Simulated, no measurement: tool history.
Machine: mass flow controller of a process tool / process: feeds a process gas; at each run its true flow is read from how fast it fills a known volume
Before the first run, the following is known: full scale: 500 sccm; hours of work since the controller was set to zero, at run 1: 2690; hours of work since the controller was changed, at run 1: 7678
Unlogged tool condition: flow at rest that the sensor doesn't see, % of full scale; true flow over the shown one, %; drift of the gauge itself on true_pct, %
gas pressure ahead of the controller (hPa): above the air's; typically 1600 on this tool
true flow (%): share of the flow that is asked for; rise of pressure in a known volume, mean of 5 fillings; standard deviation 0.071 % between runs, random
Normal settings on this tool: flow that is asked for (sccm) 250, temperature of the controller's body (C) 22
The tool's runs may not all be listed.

run	day	flow that is asked for (sccm)	gas pressure ahead of the controller (hPa)	temperature of the controller's body (C)	hours of work since the controller was set to zero	hours of work since the controller was changed	true flow (%)
1	0	250	1600	22	2690	7678	102
2	9.833	72	1600	22	2830	7818	105.36
3	22.738	183	1600	22	3013	8001	102.72
4	33.196	183	1600	22	3162	8150	102.82
5	43.754	250	1600	35	3312	8300	101.36
6	50.229	465	1600	22	3404	8392	102.42
7	58.533	250	1600	22	3522	8510	102.77
8	67.975	250	1600	22	3657	8644	102.82
9	73.821	250	1600	22	3740	8728	102.84
10	84.629	250	1600	22	3893	8881	102.79
# day 89.462: controller exchanged for a calibrated one
11	97.612	250	1600	22	116	116	99.46
12	105.883	250	1600	22	234	234	99.41
13	118.571	250	1600	22	414	414	99.65
14	127.192	250	1600	22	537	537	99.7
15	133.388	54	1600	22	625	625	100.38
16	147.142	351	1930	21	820	820	100.07
17	161.054	61	1600	25	1018	1018	100.78
18	168.629	63	1600	40	1126	1126	99.7
19	174.625	63	1600	37	1211	1211	100.24
# day 175.275: controller's zero set anew
20	184.212	235	1970	22	127	1347	100.72
21	191.742	235	1970	22	234	1454	100.65
# day 194.392: controller's zero set anew, once more
22	198.804	235	1970	22	63	1554	99.37
23	205.092	235	2580	26	152	1644	99.01
24	213.538	417	1420	26	272	1764	99.85
25	220.492	136	2320	27	371	1863	98.88
26	231.329	136	2320	27	525	2017	99.1
27	242.338	136	2280	36	682	2174	98.55
28	249.383	250	1600	25	782	2274	99.71
29	257.396	250	2470	22	896	2388	99.82
30	266.642	272	1600	37	1027	2519	99.04

4 options for the next run, each taken on its own from the tool as it stands now. Forecast them:
A	273.067	73	1600	22	1119	2610	?
B	273.067	361	1600	39	1119	2610	?
C	273.067	107	1600	21	1119	2610	?
D	273.067	272	1690	37	1119	2610	?

run	true flow (%)
A	101.11
B	99.08
C	100.59
D	99.04
Had the tool no hidden state, the same runs would have come out as:
run	true flow (%)
A	99.01
B	98.56
C	99.11
D	98.39
